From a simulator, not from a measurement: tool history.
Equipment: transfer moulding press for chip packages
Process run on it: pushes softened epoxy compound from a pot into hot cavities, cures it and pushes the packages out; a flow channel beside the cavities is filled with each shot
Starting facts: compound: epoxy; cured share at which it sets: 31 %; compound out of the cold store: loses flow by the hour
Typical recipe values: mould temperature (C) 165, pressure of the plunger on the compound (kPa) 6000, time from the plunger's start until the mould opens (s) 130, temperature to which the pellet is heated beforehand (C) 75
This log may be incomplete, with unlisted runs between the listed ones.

run     day  mould temperature (C)  pressure of the plunger on the compound (kPa)  time from the plunger's start until the mould opens (s)  temperature to which the pellet is heated beforehand (C)  incoming compound's hours out of the cold store  length that the compound runs in the flow channel (mm)  greatest force on the pins that push the packages out (N)
  1       0                    165                                           6000                                                      130                                                        75                                             38.4                                                     735                                                        562
  2   1.475                    165                                           6000                                                      130                                                        75                                             26.5                                                     761                                                        526
       1.95  -- cavities cleaned with cleaning compound and waxed
  3   2.875                    165                                           6000                                                      115                                                        75                                             26.1                                                     765                                                        654
  4   4.721                    165                                           6000                                                      115                                                        75                                             45.4                                                     700                                                        599
      5.958  -- cavities cleaned with cleaning compound and waxed
  5   6.829                    165                                           6000                                                      115                                                        75                                             35.9                                                     733                                                        605
  6   8.896                    165                                           6000                                                      115                                                        75                                             34.1                                                     725                                                        622
      9.921  -- cavities cleaned with cleaning compound and waxed
  7  11.825                    165                                           6000                                                      130                                                        75                                             20.3                                                     793                                                        524
     12.367  -- mould's thermocouples calibrated
  8  13.175                    172                                           6000                                                      130                                                        75                                             45.2                                                     668                                                        444
     14.038  -- cavities cleaned with cleaning compound and waxed
  9  14.604                    172                                           6000                                                      130                                                        75                                              9.4                                                     793                                                        427
     15.604  -- plunger's sealing rings changed
 10  17.096                    168                                           6000                                                      130                                                        75                                             35.5                                                     714                                                        501
     18.167  -- cavities cleaned with cleaning compound and waxed
 11  19.192                    168                                           6000                                                      130                                                        75                                             23.9                                                     759                                                        488
 12  21.271                    165                                           6000                                                      130                                                        79                                             22.8                                                     777                                                        551
     22.158  -- cavities cleaned with cleaning compound and waxed
 13  22.667                    165                                           6000                                                      130                                                        79                                             10.4                                                     807                                                        522
 14  24.142                    158                                           7250                                                      115                                                        75                                              8.5                                                     952                                                       1145
       26.2  -- cavities cleaned with cleaning compound and waxed
 15    26.2                    158                                           7250                                                      115                                                        75                                             42.9                                                     796                                                       1012
 16  27.746                    167                                           6000                                                      154                                                        75                                             42.6                                                     703                                                        442
 17  29.025                    165                                           6580                                                      130                                                        79                                             23.4                                                     803                                                        534
     30.292  -- cavities cleaned with cleaning compound and waxed
 18  31.788                    169                                           6000                                                      130                                                        68                                             27.7                                                     740                                                        473
 19  33.104                    169                                           6000                                                      130                                                        79                                             41.3                                                     698                                                        473
     34.233  -- cavities cleaned with cleaning compound and waxed
 20  35.083                    171                                           6000                                                      143                                                        82                                               47                                                     678                                                        427
 21  37.025                    166                                           7380                                                      118                                                        84                                             11.1                                                     903                                                        575
     38.192  -- cavities cleaned with cleaning compound and waxed
 22  38.458                    171                                           7010                                                      157                                                        69                                             26.9                                                     796                                                        433
 23  40.029                    163                                           6000                                                      121                                                        76                                             18.3                                                     797                                                        680
       42.1  -- cavities cleaned with cleaning compound and waxed
 24  42.396                    163                                           5340                                                      121                                                        84                                             21.4                                                     740                                                        660
 25  44.758                    163                                           5340                                                      121                                                        84                                             45.3                                                     663                                                        659
     46.133  -- plunger's sealing rings changed
     46.196  -- cavities cleaned with cleaning compound and waxed
 26  47.425                    163                                           5340                                                      169                                                        84                                             33.3                                                     709                                                        460

What if the next run were any one of these 4? Each begins from the tool's condition after run 26:
  A  49.95                    163                                           5680                                                      161                                                        76                                             45.7                                                       ?                                                          ?
  B  49.95                    162                                           6330                                                      169                                                        66                                             45.1                                                       ?                                                          ?
  C  49.95                    163                                           5340                                                      139                                                        76                                             24.7                                                       ?                                                          ?
  D  49.95                    165                                           6000                                                      169                                                        83                                             31.8                                                       ?                                                          ?

run  length that the compound runs in the flow channel (mm)  greatest force on the pins that push the packages out (N)
  A                                                     678                                                        478
  B                                                     720                                                        464
  C                                                     735                                                        531
  D                                                     746                                                        457
What these runs would have given with no unlogged condition in the tool:
run  length that the compound runs in the flow channel (mm)  greatest force on the pins that push the packages out (N)
  A                                                     678                                                        473
  B                                                     720                                                        458
  C                                                     735                                                        525
  D                                                     746                                                        451

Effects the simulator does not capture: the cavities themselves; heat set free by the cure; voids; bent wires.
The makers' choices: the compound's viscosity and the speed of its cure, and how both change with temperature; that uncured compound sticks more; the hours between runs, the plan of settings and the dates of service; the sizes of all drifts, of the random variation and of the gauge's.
